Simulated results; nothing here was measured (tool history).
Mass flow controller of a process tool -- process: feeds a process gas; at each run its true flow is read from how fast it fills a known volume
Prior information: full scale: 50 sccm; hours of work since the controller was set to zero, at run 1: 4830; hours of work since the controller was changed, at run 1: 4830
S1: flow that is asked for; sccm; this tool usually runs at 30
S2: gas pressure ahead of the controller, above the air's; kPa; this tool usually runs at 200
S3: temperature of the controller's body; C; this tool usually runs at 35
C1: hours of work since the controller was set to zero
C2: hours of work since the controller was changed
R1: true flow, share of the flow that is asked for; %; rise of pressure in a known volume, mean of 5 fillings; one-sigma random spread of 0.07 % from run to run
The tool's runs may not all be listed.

run 1 hour=0.0 | S1=30 S2=200 S3=35 | C1=4830 C2=4830 | R1=95.63
run 2 hour=164.1 | S1=30 S2=200 S3=35 | C1=4924 C2=4924 | R1=95.59
run 3 hour=414.7 | S1=30 S2=200 S3=34 | C1=5067 C2=5067 | R1=95.53
run 4 hour=648.5 | S1=30 S2=200 S3=34 | C1=5201 C2=5201 | R1=95.54
run 5 hour=930.8 | S1=30 S2=200 S3=34 | C1=5363 C2=5363 | R1=95.37
run 6 hour=1089.0 | S1=30 S2=200 S3=34 | C1=5453 C2=5453 | R1=95.39
run 7 hour=1366.9 | S1=13 S2=200 S3=35 | C1=5612 C2=5612 | R1=91.37
run 8 hour=1615.4 | S1=30 S2=276 S3=35 | C1=5755 C2=5755 | R1=94.68
run 9 hour=1853.8 | S1=30 S2=276 S3=35 | C1=5891 C2=5891 | R1=94.80
-- hour=1990.2 controller's zero set anew
run 10 hour=2066.1 | S1=30 S2=276 S3=35 | C1=43 C2=6012 | R1=96.77
run 11 hour=2232.5 | S1=30 S2=200 S3=35 | C1=139 C2=6108 | R1=97.04
run 12 hour=2497.4 | S1=10 S2=200 S3=35 | C1=290 C2=6259 | R1=95.41
run 13 hour=2756.1 | S1=10 S2=200 S3=35 | C1=439 C2=6407 | R1=95.17
run 14 hour=2903.0 | S1=10 S2=175 S3=35 | C1=523 C2=6491 | R1=95.24
run 15 hour=3187.9 | S1=30 S2=200 S3=35 | C1=686 C2=6655 | R1=96.89
run 16 hour=3476.6 | S1=30 S2=200 S3=35 | C1=851 C2=6820 | R1=96.78
run 17 hour=3744.1 | S1=30 S2=200 S3=35 | C1=1004 C2=6973 | R1=96.67
run 18 hour=3942.9 | S1=30 S2=169 S3=35 | C1=1118 C2=7087 | R1=96.62
run 19 hour=4162.9 | S1=19 S2=169 S3=35 | C1=1244 C2=7213 | R1=95.76
run 20 hour=4291.7 | S1=19 S2=169 S3=35 | C1=1318 C2=7286 | R1=95.69
run 21 hour=4439.9 | S1=19 S2=169 S3=35 | C1=1403 C2=7371 | R1=95.52
run 22 hour=4637.7 | S1=19 S2=169 S3=35 | C1=1516 C2=7485 | R1=95.35
run 23 hour=4924.1 | S1=19 S2=169 S3=35 | C1=1680 C2=7649 | R1=95.31
run 24 hour=5062.6 | S1=19 S2=169 S3=35 | C1=1759 C2=7728 | R1=95.38
run 25 hour=5219.2 | S1=30 S2=145 S3=26 | C1=1849 C2=7817 | R1=97.11
run 26 hour=5502.7 | S1=30 S2=145 S3=26 | C1=2011 C2=7980 | R1=97.18
run 27 hour=5719.5 | S1=42 S2=264 S3=37 | C1=2135 C2=8104 | R1=96.72
run 28 hour=5891.5 | S1=45 S2=225 S3=37 | C1=2234 C2=8202 | R1=97.24
run 29 hour=6105.2 | S1=45 S2=225 S3=37 | C1=2356 C2=8325 | R1=97.09
run 30 hour=6221.2 | S1=16 S2=272 S3=37 | C1=2422 C2=8391 | R1=93.75
run 31 hour=6436.6 | S1=30 S2=166 S3=23 | C1=2546 C2=8515 | R1=97.15
run 32 hour=6711.0 | S1=30 S2=166 S3=23 | C1=2703 C2=8672 | R1=96.97
run 33 hour=6971.8 | S1=6 S2=245 S3=26 | C1=2852 C2=8821 | R1=90.24
run 34 hour=7149.0 | S1=6 S2=245 S3=26 | C1=2954 C2=8922 | R1=90.09
run 35 hour=7310.5 | S1=6 S2=245 S3=26 | C1=3046 C2=9015 | R1=89.96
run 36 hour=7446.5 | S1=6 S2=258 S3=22 | C1=3124 C2=9093 | R1=90.18
run 37 hour=7636.1 | S1=9 S2=231 S3=28 | C1=3232 C2=9201 | R1=91.74
run 38 hour=7923.0 | S1=30 S2=267 S3=32 | C1=3397 C2=9365 | R1=95.43
run 39 hour=8108.1 | S1=30 S2=267 S3=32 | C1=3503 C2=9471 | R1=95.40
run 40 hour=8363.1 | S1=30 S2=197 S3=39 | C1=3649 C2=9617 | R1=94.99
run 41 hour=8491.6 | S1=17 S2=200 S3=35 | C1=3722 C2=9691 | R1=93.35
run 42 hour=8749.7 | S1=9 S2=213 S3=27 | C1=3870 C2=9839 | R1=91.08
run 43 hour=8891.1 | S1=9 S2=165 S3=30 | C1=3951 C2=9920 | R1=90.95
run 44 hour=9077.3 | S1=16 S2=165 S3=40 | C1=4057 C2=10026 | R1=92.71
run 45 hour=9250.9 | S1=31 S2=256 S3=24 | C1=4157 C2=10126 | R1=95.78

Each row is a separate what-if for the run after 45, all from the same tool condition, not one after another. Results?
run A hour=9456.0 | S1=22 S2=250 S3=28 | C1=4274 C2=10243 | R1=?
run B hour=9456.0 | S1=31 S2=202 S3=33 | C1=4274 C2=10243 | R1=?
run C hour=9456.0 | S1=20 S2=169 S3=27 | C1=4274 C2=10243 | R1=?
run D hour=9456.0 | S1=34 S2=147 S3=25 | C1=4274 C2=10243 | R1=?
run E hour=9456.0 | S1=30 S2=237 S3=35 | C1=4274 C2=10243 | R1=?

run=A R1=94.24
run=B R1=95.34
run=C R1=94.44
run=D R1=96.60
run=E R1=94.84
Stripped of hidden state, with their random variation kept, the same runs would have yielded:
run=A R1=97.51
run=B R1=98.00
run=C R1=97.92
run=D R1=99.12
run=E R1=97.54
